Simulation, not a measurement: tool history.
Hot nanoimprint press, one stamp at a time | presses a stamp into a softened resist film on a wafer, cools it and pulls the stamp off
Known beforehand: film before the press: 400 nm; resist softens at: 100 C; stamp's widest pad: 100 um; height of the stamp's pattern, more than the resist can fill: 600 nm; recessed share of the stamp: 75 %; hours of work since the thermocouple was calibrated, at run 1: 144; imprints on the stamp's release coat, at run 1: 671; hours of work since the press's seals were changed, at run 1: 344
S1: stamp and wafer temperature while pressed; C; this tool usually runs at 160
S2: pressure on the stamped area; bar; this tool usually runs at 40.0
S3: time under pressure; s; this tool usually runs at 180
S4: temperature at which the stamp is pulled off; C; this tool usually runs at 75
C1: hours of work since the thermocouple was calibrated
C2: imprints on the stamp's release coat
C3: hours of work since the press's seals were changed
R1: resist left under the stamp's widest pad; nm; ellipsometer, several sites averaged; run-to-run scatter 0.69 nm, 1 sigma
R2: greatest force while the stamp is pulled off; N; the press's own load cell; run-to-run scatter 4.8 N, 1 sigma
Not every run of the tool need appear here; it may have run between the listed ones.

run	hour	S1	S2	S3	S4	C1	C2	C3	R1	R2
1	0.0	160	40.0	180	75	144	671	344	147.3	273
2	12.1	160	40.0	180	75	152	702	351	146.1	264
3	24.7	160	48.4	180	75	160	734	359	134.2	262
4	52.8	160	40.0	180	75	178	805	377	148.9	293
5	70.4	160	40.0	180	75	189	850	389	148.3	272
6	85.0	160	40.0	180	75	198	887	398	146.9	280
7	104.9	160	40.0	321	75	211	938	410	118.4	282
8	126.3	160	40.0	321	75	225	992	424	119.0	283
9	148.2	160	40.0	321	75	238	1048	438	119.5	296
10	163.6	160	40.0	321	75	248	1087	448	118.4	296
# hour 169.0: plate thermocouple calibrated
11	190.6	160	40.0	321	75	14	1148	463	119.7	300
12	212.7	160	40.0	321	75	28	1204	477	119.2	292
13	228.6	160	40.0	250	75	38	1244	487	132.2	297
14	242.0	160	40.0	180	75	46	1279	496	151.5	311
# hour 250.5: plate thermocouple calibrated, once more
15	266.5	160	40.0	180	75	10	1333	509	146.2	314
16	282.1	171	59.7	180	75	20	1373	519	77.4	303
17	301.8	158	44.1	139	75	33	1423	532	169.0	305
18	319.9	159	58.7	212	83	44	1469	543	119.4	271
19	345.0	160	34.7	321	75	60	1533	559	126.7	317
20	360.2	155	30.5	201	77	70	1571	569	197.9	317
21	388.3	169	48.9	184	67	88	1643	587	92.2	373
22	402.8	169	48.9	184	67	97	1679	596	92.4	362
23	419.1	153	51.7	226	67	107	1721	606	162.6	356
24	441.2	153	51.7	226	67	121	1777	621	163.7	369
25	466.1	160	26.9	180	75	137	1840	636	179.9	333
26	479.4	160	26.9	139	75	146	1874	645	200.6	331
27	496.6	156	54.8	180	62	157	1918	656	152.7	406
28	520.1	161	63.6	145	65	171	1977	671	124.9	378
29	537.5	169	33.1	171	75	183	2022	682	118.8	338
30	558.6	170	40.0	180	75	196	2075	695	102.2	343

Each row is a separate what-if for the run after 30, all from the same tool condition, not one after another. Results?
A	585.9	170	40.0	180	82	213	2145	713	?	?
B	585.9	164	40.0	180	75	213	2145	713	?	?
C	585.9	157	55.9	180	67	213	2145	713	?	?

run	R1	R2
A	102.0	315
B	129.5	355
C	146.1	390
Had the tool no hidden state, the same runs would have come out as:
run	R1	R2
A	96.4	212
B	122.4	240
C	136.4	263
